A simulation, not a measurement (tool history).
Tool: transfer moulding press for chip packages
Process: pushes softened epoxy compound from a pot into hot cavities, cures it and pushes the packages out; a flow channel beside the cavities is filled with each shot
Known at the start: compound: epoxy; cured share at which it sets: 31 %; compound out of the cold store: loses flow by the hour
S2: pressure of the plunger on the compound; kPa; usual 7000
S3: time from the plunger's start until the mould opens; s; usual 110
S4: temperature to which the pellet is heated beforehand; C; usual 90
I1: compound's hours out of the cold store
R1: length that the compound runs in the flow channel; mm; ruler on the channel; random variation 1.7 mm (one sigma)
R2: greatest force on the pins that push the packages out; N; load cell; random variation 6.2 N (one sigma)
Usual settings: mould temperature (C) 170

{"run": 1, "hour": 0.0, "mould temperature (C)": 170, "S2": 7000, "S3": 110, "S4": 90, "I1": 34.8, "R1": 785, "R2": 461}
{"hour": 21.3, "done": "cavities cleaned with cleaning compound and waxed"}
{"run": 2, "hour": 57.0, "mould temperature (C)": 170, "S2": 7000, "S3": 110, "S4": 90, "I1": 8.6, "R1": 874, "R2": 357}
{"run": 3, "hour": 108.7, "mould temperature (C)": 170, "S2": 7000, "S3": 110, "S4": 90, "I1": 30.8, "R1": 792, "R2": 444}
{"hour": 131.7, "done": "cavities cleaned with cleaning compound and waxed"}
{"run": 4, "hour": 173.3, "mould temperature (C)": 170, "S2": 7000, "S3": 110, "S4": 90, "I1": 9.3, "R1": 859, "R2": 376}
{"run": 5, "hour": 227.7, "mould temperature (C)": 170, "S2": 7000, "S3": 110, "S4": 90, "I1": 42.9, "R1": 742, "R2": 442}
{"hour": 241.4, "done": "cavities cleaned with cleaning compound and waxed"}
{"hour": 301.4, "done": "plunger's sealing rings changed"}
{"run": 6, "hour": 312.5, "mould temperature (C)": 170, "S2": 7000, "S3": 110, "S4": 90, "I1": 43.0, "R1": 770, "R2": 398}
{"hour": 332.6, "done": "mould's thermocouples calibrated"}
{"hour": 354.5, "done": "cavities cleaned with cleaning compound and waxed"}
{"run": 7, "hour": 359.8, "mould temperature (C)": 170, "S2": 7000, "S3": 110, "S4": 90, "I1": 39.3, "R1": 778, "R2": 257}
{"run": 8, "hour": 439.1, "mould temperature (C)": 170, "S2": 7000, "S3": 97, "S4": 90, "I1": 36.0, "R1": 781, "R2": 479}
{"hour": 462.8, "done": "cavities cleaned with cleaning compound and waxed"}
{"run": 9, "hour": 479.8, "mould temperature (C)": 170, "S2": 7000, "S3": 127, "S4": 90, "I1": 13.6, "R1": 854, "R2": 265}
{"run": 10, "hour": 566.0, "mould temperature (C)": 173, "S2": 7000, "S3": 127, "S4": 90, "I1": 10.8, "R1": 847, "R2": 420}
{"hour": 574.7, "done": "cavities cleaned with cleaning compound and waxed"}
{"run": 11, "hour": 621.0, "mould temperature (C)": 173, "S2": 7000, "S3": 127, "S4": 90, "I1": 45.5, "R1": 730, "R2": 344}
{"hour": 684.0, "done": "cavities cleaned with cleaning compound and waxed"}
{"run": 12, "hour": 706.9, "mould temperature (C)": 173, "S2": 7000, "S3": 140, "S4": 90, "I1": 25.6, "R1": 781, "R2": 295}
{"hour": 722.6, "done": "plunger's sealing rings changed"}
{"run": 13, "hour": 790.2, "mould temperature (C)": 173, "S2": 7000, "S3": 140, "S4": 90, "I1": 40.6, "R1": 764, "R2": 423}
{"hour": 796.6, "done": "cavities cleaned with cleaning compound and waxed"}
{"run": 14, "hour": 868.6, "mould temperature (C)": 173, "S2": 7000, "S3": 140, "S4": 90, "I1": 29.0, "R1": 799, "R2": 351}
{"hour": 908.9, "done": "cavities cleaned with cleaning compound and waxed"}
{"run": 15, "hour": 948.6, "mould temperature (C)": 162, "S2": 7000, "S3": 114, "S4": 90, "I1": 41.9, "R1": 796, "R2": 491}
{"hour": 1018.3, "done": "cavities cleaned with cleaning compound and waxed"}
{"run": 16, "hour": 1032.8, "mould temperature (C)": 162, "S2": 7000, "S3": 114, "S4": 90, "I1": 45.8, "R1": 777, "R2": 395}
{"run": 17, "hour": 1108.8, "mould temperature (C)": 167, "S2": 5670, "S3": 114, "S4": 90, "I1": 38.8, "R1": 694, "R2": 455}
{"hour": 1129.9, "done": "cavities cleaned with cleaning compound and waxed"}
{"hour": 1136.9, "done": "plunger's sealing rings changed"}
{"hour": 1192.1, "done": "mould's thermocouples calibrated"}
{"run": 18, "hour": 1193.1, "mould temperature (C)": 167, "S2": 5670, "S3": 114, "S4": 90, "I1": 8.0, "R1": 817, "R2": 444}
{"hour": 1245.2, "done": "cavities cleaned with cleaning compound and waxed"}
{"run": 19, "hour": 1279.5, "mould temperature (C)": 172, "S2": 6100, "S3": 106, "S4": 90, "I1": 23.4, "R1": 769, "R2": 345}
{"hour": 1352.8, "done": "cavities cleaned with cleaning compound and waxed"}
{"run": 20, "hour": 1352.8, "mould temperature (C)": 172, "S2": 6100, "S3": 106, "S4": 90, "I1": 37.3, "R1": 717, "R2": 234}
{"run": 21, "hour": 1429.3, "mould temperature (C)": 172, "S2": 6100, "S3": 106, "S4": 90, "I1": 32.8, "R1": 727, "R2": 417}
{"hour": 1460.4, "done": "cavities cleaned with cleaning compound and waxed"}
{"run": 22, "hour": 1502.5, "mould temperature (C)": 172, "S2": 7000, "S3": 110, "S4": 90, "I1": 22.1, "R1": 810, "R2": 350}
{"run": 23, "hour": 1543.0, "mould temperature (C)": 172, "S2": 7000, "S3": 110, "S4": 90, "I1": 16.4, "R1": 824, "R2": 412}
{"hour": 1553.3, "done": "plunger's sealing rings changed"}
{"hour": 1571.6, "done": "cavities cleaned with cleaning compound and waxed"}
{"run": 24, "hour": 1631.7, "mould temperature (C)": 175, "S2": 6880, "S3": 133, "S4": 93, "I1": 14.0, "R1": 838, "R2": 358}
{"hour": 1679.2, "done": "cavities cleaned with cleaning compound and waxed"}
{"run": 25, "hour": 1699.2, "mould temperature (C)": 175, "S2": 6200, "S3": 133, "S4": 85, "I1": 17.3, "R1": 782, "R2": 275}
{"run": 26, "hour": 1762.2, "mould temperature (C)": 175, "S2": 6200, "S3": 133, "S4": 85, "I1": 34.7, "R1": 719, "R2": 374}
{"hour": 1785.7, "done": "cavities cleaned with cleaning compound and waxed"}
{"run": 27, "hour": 1806.3, "mould temperature (C)": 175, "S2": 6200, "S3": 133, "S4": 85, "I1": 28.1, "R1": 736, "R2": 273}

4 ways to go on from here, each from the tool as it stands after run 27. What would each give?
{"hour": 1892.2, "done": "cavities cleaned with cleaning compound and waxed"}
{"run": "A", "hour": 1892.2, "mould temperature (C)": 170, "S2": 7000, "S3": 110, "S4": 89, "I1": 32.1, "R1": "?", "R2": "?"}
{"hour": 1892.2, "done": "cavities cleaned with cleaning compound and waxed"}
{"run": "B", "hour": 1892.2, "mould temperature (C)": 170, "S2": 8340, "S3": 138, "S4": 90, "I1": 23.6, "R1": "?", "R2": "?"}
{"hour": 1892.2, "done": "cavities cleaned with cleaning compound and waxed"}
{"run": "C", "hour": 1892.2, "mould temperature (C)": 175, "S2": 7140, "S3": 133, "S4": 85, "I1": 34.0, "R1": "?", "R2": "?"}
{"hour": 1892.2, "done": "cavities cleaned with cleaning compound and waxed"}
{"run": "D", "hour": 1892.2, "mould temperature (C)": 170, "S2": 7000, "S3": 144, "S4": 90, "I1": 24.0, "R1": "?", "R2": "?"}

run=A R1=782 R2=245
run=B R1=885 R2=223
run=C R1=765 R2=232
run=D R1=809 R2=217
Without the tool's hidden state the same runs would have given:
run=A R1=809 R2=236
run=B R1=915 R2=218
run=C R1=791 R2=228
run=D R1=836 R2=213
